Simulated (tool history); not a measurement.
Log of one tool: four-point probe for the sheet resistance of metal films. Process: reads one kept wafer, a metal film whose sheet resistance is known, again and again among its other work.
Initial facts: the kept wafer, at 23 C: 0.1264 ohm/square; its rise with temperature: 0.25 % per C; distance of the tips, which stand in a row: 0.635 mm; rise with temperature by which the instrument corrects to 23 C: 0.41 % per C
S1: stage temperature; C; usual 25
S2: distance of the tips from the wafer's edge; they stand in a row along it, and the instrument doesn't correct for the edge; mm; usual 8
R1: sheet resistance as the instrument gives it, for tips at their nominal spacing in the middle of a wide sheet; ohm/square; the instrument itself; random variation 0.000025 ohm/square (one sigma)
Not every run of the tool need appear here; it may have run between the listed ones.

Run 1, hour 0: usual settings. Result: R1 0.12775 ohm/square.
Run 2, hour 54.2: usual settings. Result: R1 0.127753 ohm/square.
Run 3, hour 140.8: usual settings. Result: R1 0.127752 ohm/square.
Run 4, hour 235.9: usual settings but S1 35 C. Result: R1 0.125962 ohm/square.
Run 5, hour 290.7: usual settings but S1 35 C. Result: R1 0.125963 ohm/square.
Run 6, hour 368.8: usual settings but S1 21 C. Result: R1 0.128613 ohm/square.
Run 7, hour 443.2: usual settings but S1 21 C. Result: R1 0.128684 ohm/square.
Run 8, hour 498.3: usual settings but S1 21 C. Result: R1 0.128729 ohm/square.
Run 9, hour 567.1: usual settings. Result: R1 0.127919 ohm/square.
Run 10, hour 633.7: usual settings. Result: R1 0.12794 ohm/square.
Run 11, hour 707.1: usual settings but S1 29 C, S2 49 mm. Result: R1 0.126738 ohm/square.
Run 12, hour 760.2: usual settings but S1 22 C, S2 33 mm. Result: R1 0.128169 ohm/square.
Run 13, hour 846.3: usual settings but S1 34 C, S2 13 mm. Result: R1 0.126015 ohm/square.
Run 14, hour 911.1: usual settings but S1 33 C, S2 74 mm. Result: R1 0.126038 ohm/square.
Run 15, hour 1004.9: usual settings but S1 33 C, S2 74 mm. Result: R1 0.126113 ohm/square.
Run 16, hour 1086.9: usual settings but S1 19 C, S2 25 mm. Result: R1 0.128931 ohm/square.
Run 17, hour 1151.8: usual settings but S1 31 C, S2 12 mm. Result: R1 0.126729 ohm/square.
Run 18, hour 1219.1: usual settings but S2 13 mm. Result: R1 0.127929 ohm/square.
Run 19, hour 1292.6: usual settings but S1 29 C, S2 6 mm. Result: R1 0.127751 ohm/square.
Run 20, hour 1354.2: usual settings but S1 32 C, S2 13 mm. Result: R1 0.126586 ohm/square.

5 options for the next run, each taken on its own from the tool as it stands now. Forecast them:
Run A, hour 1435.4: usual settings but S2 9 mm. Result: R1 ?.
Run B, hour 1435.4: usual settings but S1 29 C, S2 7 mm. Result: R1 ?.
Run C, hour 1435.4: usual settings but S1 22 C, S2 3 mm. Result: R1 ?.
Run D, hour 1435.4: usual settings but S1 24 C, S2 56 mm. Result: R1 ?.
Run E, hour 1435.4: usual settings but S2 23 mm. Result: R1 ?.

run        R1
  A  0.128152
  B  0.127615
  C  0.131483
  D  0.127985
  E   0.12787
Without the tool's hidden state the same runs would have given:
run        R1
  A  0.126364
  B  0.125834
  C  0.129652
  D  0.126198
  E  0.126085
